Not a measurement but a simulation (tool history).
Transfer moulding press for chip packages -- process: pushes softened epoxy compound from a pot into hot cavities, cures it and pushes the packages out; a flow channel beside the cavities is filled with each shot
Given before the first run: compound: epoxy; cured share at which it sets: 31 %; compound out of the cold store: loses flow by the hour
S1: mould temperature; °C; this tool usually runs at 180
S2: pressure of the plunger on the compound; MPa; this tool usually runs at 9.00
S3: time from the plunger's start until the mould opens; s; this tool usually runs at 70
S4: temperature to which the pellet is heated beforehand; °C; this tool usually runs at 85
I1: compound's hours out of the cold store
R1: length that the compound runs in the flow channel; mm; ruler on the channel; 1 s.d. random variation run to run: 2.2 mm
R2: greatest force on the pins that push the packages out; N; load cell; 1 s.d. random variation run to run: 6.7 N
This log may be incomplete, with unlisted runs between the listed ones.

run   hour   S1     S2  S3  S4    I1   R1   R2
  1    0.0  180   9.00  70  85  10.4  622  345
  2    6.3  180   9.00  70  85  47.7  510  320
  3   16.4  182   9.00  70  85  41.7  520  311
  4   26.1  182   9.00  70  85  38.4  531  346
  5   34.6  182   9.00  70  85  31.2  551  362
  6   45.6  182   9.00  70  85  37.4  531  359
      48.8  -- cavities cleaned with cleaning compound and waxed
  7   54.8  182   9.00  70  85  23.7  572  274
  8   61.5  173   9.00  70  85  24.7  590  549
  9   70.0  179   9.00  70  85  14.1  607  379
 10   75.1  179   9.00  67  85  32.5  557  414
 11   86.0  179   9.00  67  85  37.3  539  424
 12   94.4  180   9.00  70  85  29.4  560  393
 13  103.7  180   9.00  70  85  32.0  549  410
     109.6  -- cavities cleaned with cleaning compound and waxed
 14  114.1  180   9.00  70  85   8.5  617  315
 15  119.2  180   9.00  70  85  39.7  525  309
 16  129.0  180   7.47  70  85  43.7  469  337
 17  139.4  186   7.47  70  85  33.5  485  284
 18  147.8  187   9.00  63  85  41.7  505  346
 19  159.4  187   9.00  63  85  46.1  494  343
     169.9  -- cavities cleaned with cleaning compound and waxed
 20  169.9  187   9.00  63  85  13.0  583  241
 21  175.6  175   7.88  63  93   8.0  592  595
     178.5  -- mould's thermocouples calibrated
 22  185.1  175   7.88  52  83  44.3  489  840
 23  195.1  182   8.20  70  92  32.7  513  325
 24  204.4  182   8.20  70  92  14.0  563  346
 25  214.4  180   9.00  70  76  10.7  611  432
 26  219.7  180   9.75  70  80  25.7  579  413
 27  225.5  180   9.75  70  80  26.7  582  434
     228.9  -- mould's thermocouples calibrated, once more
     234.7  -- cavities cleaned with cleaning compound and waxed
 28  239.4  179  10.86  53  80  41.7  565  641
 29  250.9  179  10.86  53  80  12.8  666  837

Run 30, settings as shown, results not yet in. Your forecast:
 30  256.4  180  9.00  70  89  8.4   ?   ?

{"run 30": {"R1": 611, "R2": 368}}
Were there no unlogged condition in the tool, this run, its random variation unchanged, would have produced R1 631 mm, R2 283 N.
